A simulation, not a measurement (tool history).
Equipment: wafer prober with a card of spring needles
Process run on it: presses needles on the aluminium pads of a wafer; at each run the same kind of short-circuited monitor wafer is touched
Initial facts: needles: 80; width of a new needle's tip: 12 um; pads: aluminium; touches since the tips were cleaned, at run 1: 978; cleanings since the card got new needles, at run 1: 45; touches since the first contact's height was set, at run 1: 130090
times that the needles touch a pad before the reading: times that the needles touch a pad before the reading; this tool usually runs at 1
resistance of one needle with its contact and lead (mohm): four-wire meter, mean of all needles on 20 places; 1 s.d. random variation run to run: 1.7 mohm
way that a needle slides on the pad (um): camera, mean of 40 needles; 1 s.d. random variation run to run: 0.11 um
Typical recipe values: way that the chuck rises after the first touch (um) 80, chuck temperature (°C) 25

run,hour,way that the chuck rises after the first touch (um),chuck temperature (°C),times that the needles touch a pad before the reading,touches since the tips were cleaned,cleanings since the card got new needles,touches since the first contact's height was set,resistance of one needle with its contact and lead (mohm),way that a needle slides on the pad (um)
1,0,80,25,1,978,45,130090,228,18.73
# hour 8.3: tips cleaned on abrasive film
2,19.8,80,25,1,2568,46,134488,279,18.4
# hour 20.8: tips cleaned on abrasive film
# hour 34.7: tips cleaned on abrasive film
3,40.3,80,25,1,1230,48,139006,239,18.5
# hour 47.4: tips cleaned on abrasive film
4,59.1,80,25,1,2616,49,143192,286,18.43
# hour 61.2: tips cleaned on abrasive film
5,72,80,25,1,2416,50,146052,278,18.33
# hour 74: tips cleaned on abrasive film
# hour 86.6: tips cleaned on abrasive film
6,89.5,80,42,1,634,52,149901,216,18.42
# hour 99.2: tips cleaned on abrasive film
# hour 104.8: height of the first contact set anew
7,104.8,80,42,1,1182,53,0,234,19.76
# hour 112.7: tips cleaned on abrasive film
8,117.3,71,25,1,1018,54,2757,236,17.77
# hour 125.1: tips cleaned on abrasive film
# hour 137.6: tips cleaned on abrasive film
9,137.7,80,25,1,23,56,7269,176,19.91
# hour 149.9: tips cleaned on abrasive film
10,149.9,80,25,1,0,57,9982,175,20.05
11,161.7,80,25,1,2620,57,12602,275,19.9
# hour 163.4: tips cleaned on abrasive film
12,172.1,80,25,1,1960,58,14912,262,19.69
# hour 177.4: tips cleaned on abrasive film
13,184.4,80,25,1,1575,59,17634,243,20.05
# hour 190.7: tips cleaned on abrasive film
14,195.2,80,25,1,1012,60,20020,231,19.78
# hour 203.5: tips cleaned on abrasive film
15,214.5,80,25,1,2455,61,24286,269,19.59
# hour 216.8: tips cleaned on abrasive film
# hour 229.2: tips cleaned on abrasive film
16,231.4,80,25,1,484,63,28016,209,19.6
# hour 242.3: tips cleaned on abrasive film
17,249.7,80,25,1,1642,64,32085,252,19.58
# hour 255.4: tips cleaned on abrasive film
# hour 268.9: tips cleaned on abrasive film
18,270.2,87,55,3,310,66,36624,182,21.29
19,279.8,87,55,3,2445,66,38759,210,21.3
# hour 282.2: tips cleaned on abrasive film
# hour 294.8: tips cleaned on abrasive film
20,297.1,72,35,1,513,68,42562,219,17.43
# hour 307.7: tips cleaned on abrasive film
21,318.6,72,35,1,2418,69,47338,313,17.57
# hour 321: tips cleaned on abrasive film
22,329.4,72,35,1,1863,70,49727,294,17.33
# hour 333.9: tips cleaned on abrasive film
23,341.9,72,35,1,1773,71,52492,290,17.36
# hour 346.9: tips cleaned on abrasive film
24,352,72,35,1,1139,72,54740,265,17.47
# hour 360.2: tips cleaned on abrasive film
25,367.7,72,35,1,1656,73,58202,284,17.39
# hour 372.9: tips cleaned on abrasive film
26,376.7,72,35,1,839,74,60195,242,17.41
# hour 385.7: tips cleaned on abrasive film
27,390.4,87,35,2,1047,75,63234,205,21.21
# hour 399.3: tips cleaned on abrasive film
28,403.9,87,35,2,1038,76,66227,207,21.03
# hour 411.7: tips cleaned on abrasive film
29,423.2,74,39,1,2559,77,70500,309,17.81
# hour 425.2: tips cleaned on abrasive film
# hour 437.8: tips cleaned on abrasive film
30,442.3,81,99,2,1001,79,74728,225,19.57
# hour 451.4: tips cleaned on abrasive film
31,462.3,74,54,1,2436,80,79159,321,17.72

Branching from run 31: 3 alternative next runs. What would each branch give?
# hour 464.1: tips cleaned on abrasive film
A,474.7,64,54,1,2353,81,81903,?,?
# hour 464.1: tips cleaned on abrasive film
B,474.7,73,65,2,2353,81,81903,?,?
# hour 464.1: tips cleaned on abrasive film
C,474.7,71,28,1,2353,81,81903,?,?

run,resistance of one needle with its contact and lead (mohm),way that a needle slides on the pad (um)
A,357,15.01
B,260,17.41
C,320,16.91
With the hidden condition removed and each run's random variation left untouched, the same runs would have given:
run,resistance of one needle with its contact and lead (mohm),way that a needle slides on the pad (um)
A,178,15.83
B,176,18.24
C,168,17.73
